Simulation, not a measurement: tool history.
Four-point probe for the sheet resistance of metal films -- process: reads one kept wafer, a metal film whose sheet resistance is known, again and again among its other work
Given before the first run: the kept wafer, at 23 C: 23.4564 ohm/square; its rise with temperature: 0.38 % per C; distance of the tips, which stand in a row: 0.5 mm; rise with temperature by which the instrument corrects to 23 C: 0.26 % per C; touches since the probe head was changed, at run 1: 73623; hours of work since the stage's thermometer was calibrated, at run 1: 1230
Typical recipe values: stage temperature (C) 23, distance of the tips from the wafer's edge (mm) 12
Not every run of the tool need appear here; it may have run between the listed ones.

run,hour,stage temperature (C),distance of the tips from the wafer's edge (mm),touches since the probe head was changed,hours of work since the stage's thermometer was calibrated,sheet resistance as the instrument gives it (ohm/square)
1,0.0,23,12,73623,1230,23.352606
2,30.2,23,37,74527,1244,23.329304
3,90.6,23,37,76338,1271,23.319120
4,152.4,23,37,78191,1300,23.323988
5,206.8,23,37,79822,1325,23.319541
6,236.6,23,12,80716,1339,23.343662
7,266.1,23,12,81600,1353,23.337952
8,326.7,23,12,83418,1381,23.338308
9,359.6,23,12,84404,1396,23.330450
10,387.9,23,51,85253,1409,23.313498
11,447.4,23,51,87037,1437,23.307475
12,496.4,23,51,88506,1459,23.307778
13,562.5,22,51,90486,1490,23.284553
14,607.2,22,51,91827,1511,23.279610
15,657.8,23,15,93344,1534,23.321386
16,706.0,23,15,94788,1556,23.320797
17,733.7,23,15,95619,1569,23.312097
18,796.0,22,12,97487,1598,23.289124
# hour 801.7: stage's thermometer calibrated
19,849.9,22,12,99088,22,23.311352
# hour 871.5: new probe head fitted
20,887.1,22,12,466,39,23.383833
# hour 917.5: stage's thermometer calibrated, once more
21,921.5,23,13,1481,2,23.351498
22,965.1,23,13,2789,22,23.348258
23,1032.6,23,13,4814,53,23.341896
24,1095.1,26,17,6688,82,23.423331
25,1135.5,30,3,7898,101,23.859397
26,1173.0,30,3,9022,118,23.863200
27,1221.0,20,4,10462,140,23.435300
28,1253.3,30,13,11429,155,23.519974
29,1309.3,30,13,13109,181,23.526785
30,1365.3,29,42,14787,207,23.468207
31,1425.5,29,42,16592,235,23.474000
32,1471.5,21,12,17970,256,23.273613
33,1539.2,21,12,20001,288,23.280479
34,1576.1,22,12,21108,305,23.298332
35,1632.6,22,12,22800,331,23.293050
36,1692.0,22,12,24582,358,23.299943
37,1727.4,29,35,25644,375,23.476139
38,1775.1,19,28,27074,397,23.208710
39,1823.1,29,28,28514,419,23.464143
40,1865.8,29,28,29792,439,23.468426
41,1896.2,33,16,30703,453,23.575108
42,1957.8,26,6,32550,481,23.469435
43,2003.3,23,31,33916,502,23.297630
44,2066.9,27,3,35822,532,23.742333
45,2118.5,21,51,37369,556,23.240398

Alternative continuations, all from the tool just after run 45; predict every row:
A,2150.1,21,5,38316,570,?
B,2150.1,30,8,38316,570,?
C,2150.1,34,15,38316,570,?

run,sheet resistance as the instrument gives it (ohm/square)
A,23.354062
B,23.516429
C,23.595868
Take away the tool's hidden state, keep each run's random variation, and the runs would have read:
run,sheet resistance as the instrument gives it (ohm/square)
A,23.519148
B,23.683331
C,23.763620

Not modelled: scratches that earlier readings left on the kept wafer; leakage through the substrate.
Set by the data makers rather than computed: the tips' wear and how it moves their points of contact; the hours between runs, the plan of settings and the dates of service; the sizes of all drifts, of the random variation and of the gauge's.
